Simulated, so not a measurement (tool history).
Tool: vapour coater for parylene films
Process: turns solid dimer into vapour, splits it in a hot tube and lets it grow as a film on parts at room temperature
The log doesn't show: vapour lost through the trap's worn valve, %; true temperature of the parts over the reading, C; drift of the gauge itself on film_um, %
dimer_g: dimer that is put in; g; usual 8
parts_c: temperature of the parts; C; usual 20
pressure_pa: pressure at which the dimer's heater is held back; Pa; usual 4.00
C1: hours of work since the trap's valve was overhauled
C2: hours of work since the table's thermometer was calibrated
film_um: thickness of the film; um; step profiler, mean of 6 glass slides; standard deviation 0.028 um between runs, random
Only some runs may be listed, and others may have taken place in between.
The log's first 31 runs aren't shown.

{"run": 32, "hour": 522.5, "dimer_g": 11, "parts_c": 27, "pressure_pa": 4.06, "C1": 127, "C2": 25, "film_um": 2.68}
{"run": 33, "hour": 535.2, "dimer_g": 13, "parts_c": 28, "pressure_pa": 5.16, "C1": 138, "C2": 36, "film_um": 3.04}
{"run": 34, "hour": 555.6, "dimer_g": 8, "parts_c": 15, "pressure_pa": 3.14, "C1": 156, "C2": 54, "film_um": 2.64}
{"run": 35, "hour": 565.8, "dimer_g": 4, "parts_c": 14, "pressure_pa": 2.89, "C1": 165, "C2": 63, "film_um": 1.36}
{"run": 36, "hour": 576.4, "dimer_g": 8, "parts_c": 22, "pressure_pa": 4.3, "C1": 175, "C2": 72, "film_um": 2.13}
{"run": 37, "hour": 596.8, "dimer_g": 13, "parts_c": 21, "pressure_pa": 2.47, "C1": 193, "C2": 90, "film_um": 3.87}
{"hour": 609.6, "done": "table's thermometer calibrated, once more"}
{"run": 38, "hour": 611.7, "dimer_g": 13, "parts_c": 21, "pressure_pa": 2.47, "C1": 205, "C2": 2, "film_um": 3.78}
{"run": 39, "hour": 629.3, "dimer_g": 5, "parts_c": 13, "pressure_pa": 2.22, "C1": 220, "C2": 17, "film_um": 1.71}
{"run": 40, "hour": 641.6, "dimer_g": 5, "parts_c": 13, "pressure_pa": 2.22, "C1": 231, "C2": 28, "film_um": 1.76}
{"hour": 660.2, "done": "trap's valve overhauled"}
{"run": 41, "hour": 666.2, "dimer_g": 3, "parts_c": 13, "pressure_pa": 6.84, "C1": 5, "C2": 46, "film_um": 0.97}
{"run": 42, "hour": 676.9, "dimer_g": 10, "parts_c": 13, "pressure_pa": 6.76, "C1": 15, "C2": 56, "film_um": 3.19}
{"run": 43, "hour": 689.0, "dimer_g": 4, "parts_c": 20, "pressure_pa": 6.15, "C1": 25, "C2": 67, "film_um": 1.11}

Consider 3 possible next runs. They are alternatives, not a sequence: every one starts from the tool as it was left by run 43. What does each give?
{"run": "A", "hour": 703.8, "dimer_g": 11, "parts_c": 20, "pressure_pa": 2.93, "C1": 38, "C2": 80, "film_um": "?"}
{"run": "B", "hour": 703.8, "dimer_g": 7, "parts_c": 20, "pressure_pa": 6.03, "C1": 38, "C2": 80, "film_um": "?"}
{"run": "C", "hour": 703.8, "dimer_g": 6, "parts_c": 30, "pressure_pa": 4.47, "C1": 38, "C2": 80, "film_um": "?"}

run=A film_um=3.51
run=B film_um=1.97
run=C film_um=1.44
What these runs would have given with no unlogged condition in the tool:
run=A film_um=3.60
run=B film_um=2.02
run=C film_um=1.47
